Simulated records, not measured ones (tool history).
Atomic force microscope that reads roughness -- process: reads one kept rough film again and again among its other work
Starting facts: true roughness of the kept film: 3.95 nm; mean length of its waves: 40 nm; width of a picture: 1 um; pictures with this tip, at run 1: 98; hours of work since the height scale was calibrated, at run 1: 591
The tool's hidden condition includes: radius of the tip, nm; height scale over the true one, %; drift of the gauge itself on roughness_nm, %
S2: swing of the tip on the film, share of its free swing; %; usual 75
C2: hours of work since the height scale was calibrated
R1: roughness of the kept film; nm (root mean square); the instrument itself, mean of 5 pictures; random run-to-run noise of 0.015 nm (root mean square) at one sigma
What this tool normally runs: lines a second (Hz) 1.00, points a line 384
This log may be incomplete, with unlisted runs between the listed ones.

Run 1, hour 0.0: usual settings; pictures with this tip 98; C2 591. Result: R1 3.604 nm (root mean square).
Run 2, hour 28.4: usual settings; pictures with this tip 130; C2 609. Result: R1 3.571 nm (root mean square).
Run 3, hour 42.1: usual settings but lines a second (Hz) 1.35; pictures with this tip 146; C2 618. Result: R1 3.547 nm (root mean square).
Run 4, hour 64.6: usual settings but lines a second (Hz) 1.35; pictures with this tip 171; C2 633. Result: R1 3.535 nm (root mean square).
Run 5, hour 80.9: usual settings; pictures with this tip 189; C2 644. Result: R1 3.567 nm (root mean square).
Run 6, hour 103.1: usual settings but S2 62 %; pictures with this tip 214; C2 658. Result: R1 3.635 nm (root mean square).
Run 7, hour 126.9: usual settings but S2 62 %; pictures with this tip 240; C2 674. Result: R1 3.615 nm (root mean square).
Run 8, hour 147.3: usual settings; pictures with this tip 263; C2 687. Result: R1 3.534 nm (root mean square).
Run 9, hour 172.1: usual settings but lines a second (Hz) 2.53; pictures with this tip 291; C2 703. Result: R1 3.352 nm (root mean square).
Run 10, hour 186.8: usual settings but lines a second (Hz) 2.53; pictures with this tip 308; C2 713. Result: R1 3.347 nm (root mean square).
Run 11, hour 201.8: usual settings but S2 64 %; pictures with this tip 324; C2 722. Result: R1 3.543 nm (root mean square).
Run 12, hour 226.8: usual settings but points a line 518; pictures with this tip 352; C2 739. Result: R1 3.534 nm (root mean square).
Run 13, hour 251.8: usual settings but lines a second (Hz) 0.59, points a line 696; pictures with this tip 380; C2 755. Result: R1 3.560 nm (root mean square).
At hour 269.1: new tip fitted.
Run 14, hour 277.6: usual settings but lines a second (Hz) 0.59, points a line 696; pictures with this tip 10; C2 771. Result: R1 3.717 nm (root mean square).
Run 15, hour 306.7: usual settings but lines a second (Hz) 1.12, points a line 998; pictures with this tip 42; C2 790. Result: R1 3.619 nm (root mean square).
Run 16, hour 327.9: usual settings but lines a second (Hz) 1.12, points a line 998; pictures with this tip 66; C2 804. Result: R1 3.629 nm (root mean square).
Run 17, hour 341.4: usual settings but lines a second (Hz) 0.58, S2 68 %, points a line 644; pictures with this tip 81; C2 813. Result: R1 3.728 nm (root mean square).
Run 18, hour 369.8: usual settings but lines a second (Hz) 0.58, S2 68 %, points a line 644; pictures with this tip 113; C2 832. Result: R1 3.701 nm (root mean square).
Run 19, hour 394.5: usual settings but lines a second (Hz) 0.57, S2 76 %, points a line 453; pictures with this tip 140; C2 848. Result: R1 3.621 nm (root mean square).
Run 20, hour 411.9: usual settings but lines a second (Hz) 0.57, S2 76 %, points a line 453; pictures with this tip 160; C2 859. Result: R1 3.630 nm (root mean square).
Run 21, hour 431.1: usual settings but lines a second (Hz) 0.57, S2 76 %, points a line 453; pictures with this tip 181; C2 871. Result: R1 3.626 nm (root mean square).
Run 22, hour 447.1: usual settings but lines a second (Hz) 0.57, S2 76 %, points a line 453; pictures with this tip 199; C2 882. Result: R1 3.612 nm (root mean square).
Run 23, hour 463.7: usual settings but lines a second (Hz) 1.09; pictures with this tip 218; C2 893. Result: R1 3.565 nm (root mean square).

Here are 5 independent what-if runs from the current tool condition. What would each one return?
Run A, hour 489.7: usual settings but lines a second (Hz) 1.05; pictures with this tip 247; C2 910. Result: R1 ?.
Run B, hour 489.7: usual settings but lines a second (Hz) 1.09, S2 69 %; pictures with this tip 247; C2 910. Result: R1 ?.
Run C, hour 489.7: usual settings but lines a second (Hz) 0.63, S2 73 %, points a line 532; pictures with this tip 247; C2 910. Result: R1 ?.
Run D, hour 489.7: usual settings but lines a second (Hz) 3.19, S2 63 %, points a line 379; pictures with this tip 247; C2 910. Result: R1 ?.
Run E, hour 489.7: usual settings but lines a second (Hz) 1.09, points a line 531; pictures with this tip 247; C2 910. Result: R1 ?.

run     R1
  A  3.518
  B  3.578
  C  3.627
  D  3.483
  E  3.537
Had the tool no hidden state, the same runs would have come out as:
run     R1
  A  3.585
  B  3.646
  C  3.697
  D  3.550
  E  3.605
